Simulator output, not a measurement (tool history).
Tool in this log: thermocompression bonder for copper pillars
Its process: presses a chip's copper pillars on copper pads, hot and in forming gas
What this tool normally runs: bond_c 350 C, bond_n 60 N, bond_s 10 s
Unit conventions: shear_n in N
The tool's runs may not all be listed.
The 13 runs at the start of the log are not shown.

{"hour": 174.4, "done": "force cell calibrated"}
{"run": 14, "hour": 190.5, "bond_c": 350, "bond_n": 60, "bond_s": 10, "shear_n": 47.1}
{"run": 15, "hour": 205.8, "bond_c": 350, "bond_n": 60, "bond_s": 10, "shear_n": 47.7}
{"run": 16, "hour": 223.9, "bond_c": 373, "bond_n": 60, "bond_s": 7, "shear_n": 50.1}
{"run": 17, "hour": 239.5, "bond_c": 349, "bond_n": 43, "bond_s": 17, "shear_n": 41.1}
{"run": 18, "hour": 252.2, "bond_c": 350, "bond_n": 67, "bond_s": 18, "shear_n": 63.9}
{"run": 19, "hour": 265.1, "bond_c": 350, "bond_n": 67, "bond_s": 18, "shear_n": 64.2}
{"run": 20, "hour": 280.3, "bond_c": 350, "bond_n": 67, "bond_s": 18, "shear_n": 64.1}
{"hour": 282.8, "done": "force cell calibrated, once more"}
{"run": 21, "hour": 293.7, "bond_c": 350, "bond_n": 67, "bond_s": 18, "shear_n": 64.6}
{"run": 22, "hour": 314.4, "bond_c": 350, "bond_n": 57, "bond_s": 5, "shear_n": 35.2}
{"run": 23, "hour": 335.4, "bond_c": 372, "bond_n": 60, "bond_s": 10, "shear_n": 57.2}
{"run": 24, "hour": 352.8, "bond_c": 363, "bond_n": 60, "bond_s": 7, "shear_n": 48.1}
{"run": 25, "hour": 369.4, "bond_c": 364, "bond_n": 44, "bond_s": 6, "shear_n": 32.9}
{"run": 26, "hour": 384.9, "bond_c": 345, "bond_n": 88, "bond_s": 7, "shear_n": 57.3}
{"run": 27, "hour": 394.9, "bond_c": 350, "bond_n": 70, "bond_s": 10, "shear_n": 55.0}
{"run": 28, "hour": 409.9, "bond_c": 350, "bond_n": 46, "bond_s": 16, "shear_n": 44.3}
{"run": 29, "hour": 424.5, "bond_c": 350, "bond_n": 46, "bond_s": 16, "shear_n": 44.1}

Expected results for the next run?
{"run": 30, "hour": 445.5, "bond_c": 367, "bond_n": 60, "bond_s": 18, "shear_n": "?"}

{"run 30": {"shear_n": 66.7}}
Had the tool carried no hidden state, the very same run would have given shear_n 66.4 N.

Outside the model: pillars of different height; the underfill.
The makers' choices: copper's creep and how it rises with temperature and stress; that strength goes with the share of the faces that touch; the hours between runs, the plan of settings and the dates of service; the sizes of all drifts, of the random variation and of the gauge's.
